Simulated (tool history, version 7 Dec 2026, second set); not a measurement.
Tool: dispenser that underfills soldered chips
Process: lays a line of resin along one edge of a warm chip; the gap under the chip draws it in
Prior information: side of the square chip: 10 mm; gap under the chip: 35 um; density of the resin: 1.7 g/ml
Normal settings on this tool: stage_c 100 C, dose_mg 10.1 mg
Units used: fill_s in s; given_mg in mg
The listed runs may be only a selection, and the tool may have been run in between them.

Run 1, hour 0: usual settings. Result: fill_s 60.2 s, given_mg 9.72 mg.
Run 2, hour 5.2: usual settings. Result: fill_s 67.1 s, given_mg 9.71 mg.
At hour 10.1: new syringe of resin.
Run 3, hour 12: usual settings but dose_mg 12.2 mg. Result: fill_s 61.1 s, given_mg 11.78 mg.
At hour 15: dispensing valve cleaned and set on the balance.
Run 4, hour 19.3: usual settings but dose_mg 12.2 mg. Result: fill_s 70.6 s, given_mg 12.12 mg.
At hour 22.4: new syringe of resin.
Run 5, hour 26: usual settings but stage_c 93 C. Result: fill_s 82.8 s, given_mg 10.04 mg.
Run 6, hour 29: usual settings but stage_c 93 C. Result: fill_s 90.2 s, given_mg 9.95 mg.
At hour 33.1: new syringe of resin.
Run 7, hour 33.4: usual settings but stage_c 104 C. Result: fill_s 50.5 s, given_mg 9.97 mg.
Run 8, hour 37.9: usual settings but stage_c 111 C. Result: fill_s 44.4 s, given_mg 10.05 mg.
Run 9, hour 41.9: usual settings but stage_c 111 C, dose_mg 9.9 mg. Result: fill_s 48.5 s, given_mg 9.79 mg.
At hour 44.1: new syringe of resin.
Run 10, hour 45.7: usual settings. Result: fill_s 59.5 s, given_mg 9.92 mg.
Run 11, hour 51.7: usual settings but dose_mg 11.4 mg. Result: fill_s 68.9 s, given_mg 11.12 mg.
At hour 55.2: new syringe of resin.
Run 12, hour 55.6: usual settings but dose_mg 11.4 mg. Result: fill_s 56.7 s, given_mg 11.3 mg.
Run 13, hour 61.6: usual settings but dose_mg 11.4 mg. Result: fill_s 67.3 s, given_mg 11.12 mg.
At hour 66.1: new syringe of resin.
Run 14, hour 66.9: usual settings but dose_mg 11.4 mg. Result: fill_s 59.9 s, given_mg 11.12 mg.
Run 15, hour 69.8: usual settings but dose_mg 11.4 mg. Result: fill_s 62.9 s, given_mg 11.24 mg.
Run 16, hour 74.3: usual settings but stage_c 101 C. Result: fill_s 69.8 s, given_mg 9.78 mg.
At hour 77.2: new syringe of resin.
Run 17, hour 80: usual settings but stage_c 101 C. Result: fill_s 60.9 s, given_mg 9.7 mg.
Run 18, hour 84.8: usual settings but stage_c 101 C. Result: fill_s 66.7 s, given_mg 9.67 mg.
At hour 88.3: new syringe of resin.
Run 19, hour 88.3: usual settings but dose_mg 12.8 mg. Result: fill_s 57.3 s, given_mg 12.51 mg.
Run 20, hour 94.3: usual settings but dose_mg 12.8 mg. Result: fill_s 65.9 s, given_mg 12.41 mg.
At hour 99.3: new syringe of resin.
Run 21, hour 100.2: usual settings but stage_c 108 C, dose_mg 11.9 mg. Result: fill_s 43.3 s, given_mg 11.42 mg.
Run 22, hour 105.9: usual settings but stage_c 101 C, dose_mg 13 mg. Result: fill_s 63.8 s, given_mg 12.46 mg.
At hour 110.3: new syringe of resin.
Run 23, hour 112.1: usual settings but stage_c 93 C, dose_mg 12.8 mg. Result: fill_s 79.4 s, given_mg 12.29 mg.
At hour 114: dispensing valve cleaned and set on the balance.
Run 24, hour 117.6: usual settings but stage_c 94 C, dose_mg 8.8 mg. Result: fill_s 88.2 s, given_mg 8.86 mg.
At hour 122.3: new syringe of resin.
Run 25, hour 122.3: usual settings but stage_c 94 C, dose_mg 8.8 mg. Result: fill_s 71.9 s, given_mg 8.82 mg.
Run 26, hour 128.4: usual settings but stage_c 102 C, dose_mg 9.4 mg. Result: fill_s 61.9 s, given_mg 9.35 mg.
At hour 133.1: new syringe of resin.
Run 27, hour 134.9: usual settings but stage_c 112 C, dose_mg 10 mg. Result: fill_s 39.2 s, given_mg 10.03 mg.
Run 28, hour 140.2: usual settings but stage_c 104 C, dose_mg 8.7 mg. Result: fill_s 59.5 s, given_mg 8.59 mg.
At hour 144.1: new syringe of resin.
Run 29, hour 144.3: usual settings but dose_mg 8.7 mg. Result: fill_s 56.9 s, given_mg 8.71 mg.
Run 30, hour 150: usual settings but stage_c 114 C. Result: fill_s 39.1 s, given_mg 9.92 mg.

Estimate the outcome of run 31 from the log above:
Run 31, hour 154.1: usual settings but stage_c 90 C, dose_mg 9.4 mg. Result: fill_s ?, given_mg ?.

Run 31 produced fill_s 105.4 s, given_mg 9.34 mg.
With the hidden condition absent and the run-to-run variation left alone, this run would have shown fill_s 87.6 s, given_mg 9.48 mg.
